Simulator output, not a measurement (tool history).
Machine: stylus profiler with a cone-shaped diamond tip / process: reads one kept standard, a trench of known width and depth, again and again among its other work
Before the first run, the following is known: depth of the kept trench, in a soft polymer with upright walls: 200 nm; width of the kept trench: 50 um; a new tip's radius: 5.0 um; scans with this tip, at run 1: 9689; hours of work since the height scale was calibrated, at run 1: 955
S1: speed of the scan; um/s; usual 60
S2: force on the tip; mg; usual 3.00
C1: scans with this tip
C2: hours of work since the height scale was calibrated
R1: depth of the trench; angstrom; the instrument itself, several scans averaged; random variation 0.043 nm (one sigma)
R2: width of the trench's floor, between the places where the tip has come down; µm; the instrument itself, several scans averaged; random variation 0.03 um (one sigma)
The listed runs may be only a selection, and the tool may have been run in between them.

run 1 hour=0.0 | S1=60 S2=3.00 | C1=9689 C2=955 | R1=2037.4 R2=47.05
run 2 hour=59.3 | S1=60 S2=3.00 | C1=10088 C2=994 | R1=2037.4 R2=46.99
-- hour=116.1 height scale calibrated on a step standard
run 3 hour=139.3 | S1=60 S2=3.00 | C1=10624 C2=15 | R1=2037.0 R2=46.97
run 4 hour=221.5 | S1=60 S2=3.00 | C1=11178 C2=70 | R1=2036.7 R2=47.00
run 5 hour=286.3 | S1=60 S2=3.00 | C1=11614 C2=113 | R1=2037.3 R2=47.07
run 6 hour=356.8 | S1=60 S2=3.00 | C1=12089 C2=160 | R1=2037.5 R2=47.07
run 7 hour=480.5 | S1=60 S2=3.00 | C1=12922 C2=242 | R1=2037.2 R2=47.04
run 8 hour=585.2 | S1=60 S2=3.00 | C1=13627 C2=311 | R1=2036.5 R2=47.05
run 9 hour=689.2 | S1=238 S2=3.00 | C1=14328 C2=380 | R1=2037.0 R2=46.68
run 10 hour=768.8 | S1=60 S2=3.00 | C1=14864 C2=433 | R1=2036.8 R2=47.04
run 11 hour=886.8 | S1=28 S2=3.00 | C1=15659 C2=511 | R1=2037.3 R2=47.17
run 12 hour=954.5 | S1=60 S2=3.00 | C1=16115 C2=556 | R1=2036.3 R2=47.10
run 13 hour=1005.4 | S1=60 S2=3.00 | C1=16458 C2=590 | R1=2037.8 R2=47.00
run 14 hour=1069.3 | S1=60 S2=3.00 | C1=16888 C2=633 | R1=2037.6 R2=47.05
run 15 hour=1165.5 | S1=60 S2=1.15 | C1=17536 C2=696 | R1=2018.8 R2=46.94
run 16 hour=1221.0 | S1=50 S2=3.00 | C1=17910 C2=733 | R1=2037.2 R2=47.11
run 17 hour=1300.6 | S1=35 S2=3.00 | C1=18446 C2=786 | R1=2036.8 R2=47.08
run 18 hour=1355.7 | S1=35 S2=3.00 | C1=18818 C2=823 | R1=2036.2 R2=47.12
-- hour=1448.6 new tip fitted, height scale calibrated
run 19 hour=1471.9 | S1=35 S2=3.00 | C1=157 C2=15 | R1=2037.1 R2=47.11
run 20 hour=1533.4 | S1=48 S2=1.37 | C1=571 C2=56 | R1=2021.8 R2=47.04
run 21 hour=1598.2 | S1=53 S2=6.69 | C1=1007 C2=99 | R1=2062.7 R2=47.15
run 22 hour=1684.7 | S1=17 S2=1.16 | C1=1590 C2=157 | R1=2019.5 R2=47.12
run 23 hour=1753.4 | S1=121 S2=8.22 | C1=2053 C2=202 | R1=2072.4 R2=47.01
run 24 hour=1811.0 | S1=123 S2=2.73 | C1=2441 C2=241 | R1=2035.2 R2=46.91
run 25 hour=1867.6 | S1=84 S2=4.04 | C1=2822 C2=278 | R1=2045.6 R2=47.03
run 26 hour=1981.3 | S1=34 S2=1.11 | C1=3588 C2=353 | R1=2018.8 R2=47.10
run 27 hour=2032.6 | S1=22 S2=5.43 | C1=3933 C2=388 | R1=2054.9 R2=47.18
run 28 hour=2110.6 | S1=57 S2=4.38 | C1=4459 C2=439 | R1=2047.5 R2=47.07
run 29 hour=2166.1 | S1=63 S2=4.38 | C1=4833 C2=476 | R1=2047.8 R2=47.07
run 30 hour=2278.9 | S1=195 S2=5.75 | C1=5592 C2=551 | R1=2056.9 R2=46.88
run 31 hour=2378.5 | S1=19 S2=5.58 | C1=6263 C2=617 | R1=2055.7 R2=47.14
run 32 hour=2440.9 | S1=19 S2=5.58 | C1=6683 C2=658 | R1=2056.2 R2=47.13
run 33 hour=2491.6 | S1=19 S2=1.31 | C1=7025 C2=692 | R1=2021.8 R2=47.14
run 34 hour=2549.0 | S1=83 S2=7.88 | C1=7412 C2=730 | R1=2070.9 R2=47.02
run 35 hour=2661.6 | S1=81 S2=1.75 | C1=8170 C2=805 | R1=2025.5 R2=46.95
run 36 hour=2743.5 | S1=94 S2=3.55 | C1=8722 C2=859 | R1=2041.7 R2=47.00
run 37 hour=2814.4 | S1=15 S2=2.99 | C1=9199 C2=906 | R1=2036.9 R2=47.16
run 38 hour=2878.6 | S1=15 S2=2.99 | C1=9632 C2=949 | R1=2036.9 R2=47.12

Alternative continuations, all from the tool just after run 38; predict every row:
run A hour=2962.2 | S1=17 S2=4.57 | C1=10195 C2=1004 | R1=? R2=?
run B hour=2962.2 | S1=24 S2=2.99 | C1=10195 C2=1004 | R1=? R2=?
run C hour=2962.2 | S1=20 S2=2.00 | C1=10195 C2=1004 | R1=? R2=?

run=A R1=2049.8 R2=47.16
run=B R1=2037.0 R2=47.12
run=C R1=2028.8 R2=47.16
With the hidden condition removed and each run's random variation left untouched, the same runs would have given:
run=A R1=2049.8 R2=47.18
run=B R1=2037.0 R2=47.14
run=C R1=2028.7 R2=47.18
